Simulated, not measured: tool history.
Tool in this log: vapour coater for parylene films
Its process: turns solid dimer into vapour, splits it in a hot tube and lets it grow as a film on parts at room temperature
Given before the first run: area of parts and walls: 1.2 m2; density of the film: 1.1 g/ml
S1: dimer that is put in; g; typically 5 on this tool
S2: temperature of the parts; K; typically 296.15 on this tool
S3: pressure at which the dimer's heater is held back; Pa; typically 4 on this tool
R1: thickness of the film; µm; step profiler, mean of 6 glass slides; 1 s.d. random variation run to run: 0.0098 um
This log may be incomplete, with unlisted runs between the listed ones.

run,day,S1,S2,S3,R1
1,0,5,296.15,4,2.105
2,2.025,5,296.15,3.93,2.141
3,3.888,5,296.15,3.93,2.116
4,5.033,5,296.15,4,2.119
5,5.929,5,296.15,4,2.119
6,6.908,5,296.15,4,2.098
7,8.133,3,296.15,4,1.259
8,9.946,3,296.15,4,1.251
9,11.346,3,296.15,4,1.262
10,13.212,3,296.15,4,1.251
11,14.833,5,296.15,4,2.062
12,16.788,5,296.15,4,2.071
13,18.025,3,296.15,5.85,1.138
# day 18.238: table's thermometer calibrated
14,19.979,6,292.15,2.37,3.227
15,21.392,3,292.15,10.28,1.129
# day 23.25: table's thermometer calibrated, once more
16,23.371,3,298.15,4.31,1.148
17,25.125,3,292.15,2.93,1.566
18,27.25,4,300.15,5.24,1.337
# day 28.192: trap's valve overhauled
19,28.854,5,302.15,5.54,1.615
20,30.638,2,296.15,4,0.867
21,31.971,2,300.15,4.9,0.728
22,34.112,9,295.15,8.92,3.349
23,35.304,4,302.15,9.58,1.116

Branching from run 23: 3 alternative next runs. What would each branch give?
A,36.4,3,302.15,5.77,?
B,36.4,3,302.15,9.58,?
C,36.4,8,297.15,11.47,?

run,R1
A,0.955
B,0.836
C,2.591
With no hidden state in the tool, these same runs would have given:
run,R1
A,0.974
B,0.853
C,2.643

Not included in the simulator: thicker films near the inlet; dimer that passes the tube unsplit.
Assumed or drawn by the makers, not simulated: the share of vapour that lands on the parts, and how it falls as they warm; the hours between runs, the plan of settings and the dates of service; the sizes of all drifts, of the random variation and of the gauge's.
